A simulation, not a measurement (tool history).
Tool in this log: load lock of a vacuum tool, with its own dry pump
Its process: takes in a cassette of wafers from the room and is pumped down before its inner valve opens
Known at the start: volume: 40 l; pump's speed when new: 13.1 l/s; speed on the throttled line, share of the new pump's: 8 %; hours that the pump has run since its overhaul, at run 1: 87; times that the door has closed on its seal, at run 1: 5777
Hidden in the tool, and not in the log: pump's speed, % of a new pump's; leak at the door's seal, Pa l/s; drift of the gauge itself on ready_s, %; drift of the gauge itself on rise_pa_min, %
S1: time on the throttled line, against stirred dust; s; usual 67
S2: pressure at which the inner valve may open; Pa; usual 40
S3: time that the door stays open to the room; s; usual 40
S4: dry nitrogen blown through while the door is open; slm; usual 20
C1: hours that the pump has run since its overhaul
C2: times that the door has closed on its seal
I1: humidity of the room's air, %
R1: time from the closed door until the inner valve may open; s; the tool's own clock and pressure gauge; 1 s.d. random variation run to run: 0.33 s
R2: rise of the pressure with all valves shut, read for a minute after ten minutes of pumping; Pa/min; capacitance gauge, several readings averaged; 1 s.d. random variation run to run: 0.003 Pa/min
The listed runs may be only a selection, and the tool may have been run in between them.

run,hour,S1,S2,S3,S4,C1,C2,I1,R1,R2
1,0,67,40,40,20,87,5777,46.8,85.6,0.082
2,85.9,67,40,40,20,173,6139,41.6,85.7,0.082
3,147.2,67,40,40,20,234,6397,43.6,86.1,0.089
4,242.4,67,40,72,20,329,6799,42.7,85.3,0.113
5,336.2,80,40,72,20,423,7194,42.9,98,0.117
6,383.9,67,40,40,20,471,7396,42.7,85.1,0.108
7,436.5,67,40,40,20,523,7617,44.4,85.5,0.106
8,526.3,67,40,40,7,613,7996,48.7,85.5,0.128
9,588.3,67,40,40,7,675,8257,42.8,84.9,0.125
10,685.3,67,40,40,7,772,8666,45.4,85.1,0.138
11,757.6,36,40,40,20,845,8971,46.5,57.3,0.131
12,852,36,40,40,20,939,9369,44.9,57.1,0.132
13,895.8,67,29,40,20,983,9554,44.6,86.7,0.138
14,946,67,29,40,20,1033,9766,42.3,86.9,0.135
15,997,67,40,40,20,1084,9981,44.2,85.4,0.145
16,1091.1,67,40,40,20,1178,10378,43.7,85.7,0.144
17,1137,67,40,40,20,1224,10571,45.4,85.6,0.152
18,1224.7,67,40,40,20,1312,10941,44.5,85.8,0.159
19,1302.3,67,40,40,20,1389,11269,49.2,85.5,0.167
20,1353.1,67,40,40,20,1440,11483,44.4,85.2,0.174
21,1411.6,117,40,81,20,1499,11729,43.7,131.1,0.192
22,1509.9,38,40,60,19,1597,12144,46.7,58.4,0.201
23,1556.8,82,74,97,20,1644,12342,45.3,97,0.211
24,1606.7,82,53,97,17,1694,12552,45.2,98.2,0.218
25,1675.6,82,53,86,17,1763,12843,45.1,98.3,0.222
26,1771.8,82,53,86,17,1859,13248,45.3,99.3,0.23
27,1842.2,49,60,94,35,1929,13545,42.8,67.3,0.216
28,1890.1,49,60,94,35,1977,13747,43.4,67.9,0.225
29,1944.1,49,60,94,35,2031,13975,43.2,67.8,0.228
30,1988.9,49,57,94,7,2076,14164,49.2,68,0.275
31,2048,38,40,40,20,2135,14413,42.3,59,0.229
32,2119.4,37,59,40,20,2206,14714,41.5,57.1,0.233
33,2174.3,37,59,40,20,2261,14946,44,56.7,0.25
34,2253.9,37,59,40,20,2341,15281,43.5,57.2,0.248
35,2330.3,82,44,150,6,2417,15604,48.3,98.1,0.326
36,2386.3,67,40,80,5,2473,15840,44.3,85.7,0.303

Predict each of these 3 candidate next runs independently; none follows another, all start after run 36:
A,2455.8,58,40,80,30,2543,16133,44.9,?,?
B,2455.8,55,36,80,36,2543,16133,45.4,?,?
C,2455.8,67,46,40,20,2543,16133,49,?,?

run,R1,R2
A,77.8,0.281
B,74.9,0.284
C,85.2,0.274
Without the tool's unlogged condition, the same runs would have read:
run,R1,R2
A,77.7,0.036
B,74.8,0.037
C,85.1,0.026

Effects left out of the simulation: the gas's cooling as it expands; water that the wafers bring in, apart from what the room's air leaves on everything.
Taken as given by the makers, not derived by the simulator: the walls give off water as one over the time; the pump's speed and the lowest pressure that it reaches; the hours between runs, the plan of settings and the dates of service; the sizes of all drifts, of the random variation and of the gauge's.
